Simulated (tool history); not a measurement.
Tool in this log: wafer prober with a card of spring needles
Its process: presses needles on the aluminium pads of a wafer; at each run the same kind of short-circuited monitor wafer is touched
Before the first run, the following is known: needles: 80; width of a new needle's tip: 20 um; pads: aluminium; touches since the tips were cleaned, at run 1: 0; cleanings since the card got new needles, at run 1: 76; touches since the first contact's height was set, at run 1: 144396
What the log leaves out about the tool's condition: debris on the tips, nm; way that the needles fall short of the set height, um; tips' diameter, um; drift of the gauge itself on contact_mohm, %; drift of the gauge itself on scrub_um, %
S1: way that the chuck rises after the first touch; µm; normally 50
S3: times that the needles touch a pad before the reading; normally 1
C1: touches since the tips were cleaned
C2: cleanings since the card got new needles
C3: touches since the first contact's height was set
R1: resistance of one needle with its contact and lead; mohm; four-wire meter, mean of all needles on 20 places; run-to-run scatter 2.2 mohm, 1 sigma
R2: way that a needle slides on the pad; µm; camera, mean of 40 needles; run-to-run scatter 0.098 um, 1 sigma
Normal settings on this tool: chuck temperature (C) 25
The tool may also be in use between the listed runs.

Run 1, day 0: usual settings; C1 0; C2 76; C3 144396. Result: R1 267 mohm, R2 11.23 µm.
At day 0.362: tips cleaned on abrasive film.
Run 2, day 0.492: usual settings; C1 1537; C2 77; C3 150243. Result: R1 646 mohm, R2 11.06 µm.
At day 0.704: tips cleaned on abrasive film.
At day 1.038: tips cleaned on abrasive film.
Run 3, day 1.133: usual settings; C1 1131; C2 79; C3 157843. Result: R1 364 mohm, R2 10.77 µm.
At day 1.4: tips cleaned on abrasive film.
At day 1.721: tips cleaned on abrasive film.
At day 2.062: tips cleaned on abrasive film.
Run 4, day 2.067: usual settings but S1 40 µm; C1 44; C2 82; C3 168913. Result: R1 301 mohm, R2 8.53 µm.
At day 2.225: height of the first contact set anew.
At day 2.421: tips cleaned on abrasive film.
At day 2.762: tips cleaned on abrasive film.
Run 5, day 2.829: usual settings; C1 814; C2 84; C3 7183. Result: R1 321 mohm, R2 11.56 µm.
At day 3.071: tips cleaned on abrasive film.
Run 6, day 3.288: usual settings but S1 48 µm; C1 2592; C2 85; C3 12609. Result: R1 444 mohm, R2 11.36 µm.
At day 3.404: tips cleaned on abrasive film.
At day 3.746: tips cleaned on abrasive film.
At day 4.117: tips cleaned on abrasive film.
Run 7, day 4.129: usual settings but S1 66 µm; C1 122; C2 88; C3 22564. Result: R1 259 mohm, R2 15.4 µm.
At day 4.479: tips cleaned on abrasive film.
Run 8, day 4.629: usual settings but S1 66 µm; C1 1826; C2 89; C3 28539. Result: R1 329 mohm, R2 15.49 µm.
At day 4.842: tips cleaned on abrasive film.
At day 4.983: tips cleaned on abrasive film, once more.
At day 5.3: tips cleaned on abrasive film.
Run 9, day 5.567: usual settings but S1 66 µm, S3 2; C1 3172; C2 92; C3 39598. Result: R1 321 mohm, R2 15.47 µm.
At day 5.642: tips cleaned on abrasive film.
At day 5.992: tips cleaned on abrasive film.
At day 6.329: tips cleaned on abrasive film.
Run 10, day 6.375: usual settings but S1 58 µm, S3 2; C1 535; C2 95; C3 49163. Result: R1 263 mohm, R2 13.46 µm.
At day 6.683: tips cleaned on abrasive film.
Run 11, day 6.938: usual settings but S1 58 µm, S3 2; C1 3060; C2 96; C3 55869. Result: R1 341 mohm, R2 13.26 µm.
At day 7.017: tips cleaned on abrasive film.
At day 7.342: tips cleaned on abrasive film.
Run 12, day 7.396: usual settings; C1 645; C2 98; C3 61263. Result: R1 314 mohm, R2 11.39 µm.
At day 7.688: tips cleaned on abrasive film.
Run 13, day 7.929: usual settings but S1 42 µm; C1 2924; C2 99; C3 67637. Result: R1 539 mohm, R2 9.53 µm.
At day 8.008: tips cleaned on abrasive film.
At day 8.333: tips cleaned on abrasive film.
At day 8.658: tips cleaned on abrasive film.
Run 14, day 8.788: usual settings but S1 31 µm; C1 1504; C2 102; C3 77747. Result: R1 609 mohm, R2 6.98 µm.
At day 9: tips cleaned on abrasive film.
At day 9.329: tips cleaned on abrasive film.
Run 15, day 9.404: usual settings; C1 908; C2 104; C3 85087. Result: R1 353 mohm, R2 11.49 µm.
At day 9.646: tips cleaned on abrasive film.
At day 9.988: tips cleaned on abrasive film.
Run 16, day 10.15: usual settings; C1 1942; C2 106; C3 93899. Result: R1 412 mohm, R2 11.36 µm.
At day 10.333: tips cleaned on abrasive film.
At day 10.654: tips cleaned on abrasive film.
At day 11: tips cleaned on abrasive film.
Run 17, day 11.067: usual settings; C1 804; C2 109; C3 104780. Result: R1 324 mohm, R2 11.5 µm.
At day 11.317: tips cleaned on abrasive film.
Run 18, day 11.517: usual settings; C1 2382; C2 110; C3 110113. Result: R1 434 mohm, R2 11.44 µm.
At day 11.692: tips cleaned on abrasive film.
At day 12.017: tips cleaned on abrasive film.
At day 12.346: tips cleaned on abrasive film.
Run 19, day 12.358: usual settings but S1 32 µm; C1 158; C2 113; C3 120091. Result: R1 334 mohm, R2 7.07 µm.
At day 12.7: tips cleaned on abrasive film.
Run 20, day 12.808: usual settings but S3 3; C1 1338; C2 114; C3 125441. Result: R1 294 mohm, R2 11.05 µm.
At day 13.062: tips cleaned on abrasive film.
At day 13.379: tips cleaned on abrasive film.
Run 21, day 13.667: usual settings but S1 34 µm, chuck temperature (C) 37; C1 3491; C2 116; C3 135637. Result: R1 823 mohm, R2 7.44 µm.
At day 13.712: tips cleaned on abrasive film.
At day 14.025: tips cleaned on abrasive film.
Run 22, day 14.267: usual settings but S1 51 µm, chuck temperature (C) 37, S3 2; C1 2903; C2 118; C3 142701. Result: R1 380 mohm, R2 11.33 µm.
At day 14.362: tips cleaned on abrasive film.
At day 14.667: tips cleaned on abrasive film.
At day 14.983: tips cleaned on abrasive film.
Run 23, day 15.133: usual settings but chuck temperature (C) 66, S3 2; C1 1814; C2 121; C3 152978. Result: R1 347 mohm, R2 11.14 µm.
At day 15.333: tips cleaned on abrasive film.
At day 15.679: tips cleaned on abrasive film.
Run 24, day 15.796: usual settings but chuck temperature (C) 66, S3 2; C1 1377; C2 123; C3 160815. Result: R1 332 mohm, R2 11.1 µm.
At day 16.008: tips cleaned on abrasive film.
Run 25, day 16.254: usual settings but S1 37 µm; C1 2950; C2 124; C3 166253. Result: R1 711 mohm, R2 8.09 µm.
At day 16.333: tips cleaned on abrasive film.
At day 16.617: height of the first contact set anew.
At day 16.696: tips cleaned on abrasive film.
Run 26, day 16.712: usual settings but S1 37 µm; C1 213; C2 126; C3 1102. Result: R1 304 mohm, R2 8.74 µm.
At day 17.012: tips cleaned on abrasive film.
Run 27, day 17.3: usual settings but S1 47 µm, chuck temperature (C) 63; C1 3477; C2 127; C3 8102. Result: R1 500 mohm, R2 11.09 µm.
At day 17.367: tips cleaned on abrasive film.
At day 17.692: tips cleaned on abrasive film.
At day 18.017: tips cleaned on abrasive film.
Run 28, day 18.175: usual settings but S1 47 µm, chuck temperature (C) 63; C1 1893; C2 130; C3 18451. Result: R1 430 mohm, R2 10.94 µm.
At day 18.325: tips cleaned on abrasive film.
Run 29, day 18.588: usual settings but S1 67 µm, chuck temperature (C) 120; C1 3132; C2 131; C3 23342. Result: R1 387 mohm, R2 15.65 µm.
At day 18.662: tips cleaned on abrasive film.
At day 18.992: tips cleaned on abrasive film.
At day 19.312: tips cleaned on abrasive film.
Run 30, day 19.546: usual settings but S1 67 µm, chuck temperature (C) 120; C1 2807; C2 134; C3 34688. Result: R1 366 mohm, R2 15.72 µm.
At day 19.654: tips cleaned on abrasive film.
At day 19.962: tips cleaned on abrasive film.
At day 20.283: tips cleaned on abrasive film.
Run 31, day 20.417: usual settings but S1 67 µm, chuck temperature (C) 120; C1 1606; C2 137; C3 44996. Result: R1 341 mohm, R2 15.89 µm.

How would selected steps in R1 from run to run divide? Give the signed amount a tool lacking its hidden state would still show from settings, what came in and random variation, and the signed amount left for the hidden state, including any gauge scatter that is not in both of the compared results.
Run 20 -> 21: S1 50 -> 34, chuck temperature (C) 25 -> 37, S3 3 -> 1, tips cleaned on abrasive film, tips cleaned on abrasive film. R1 +529 mohm: hidden state +524, all else +5.
Run 21 -> 22: S1 34 -> 51, S3 1 -> 2, tips cleaned on abrasive film, tips cleaned on abrasive film. R1 -443 mohm: hidden state -443, all else +0.
Run 25 -> 26: tips cleaned on abrasive film, height of the first contact set anew, tips cleaned on abrasive film. R1 -407 mohm: hidden state -408, all else +1.
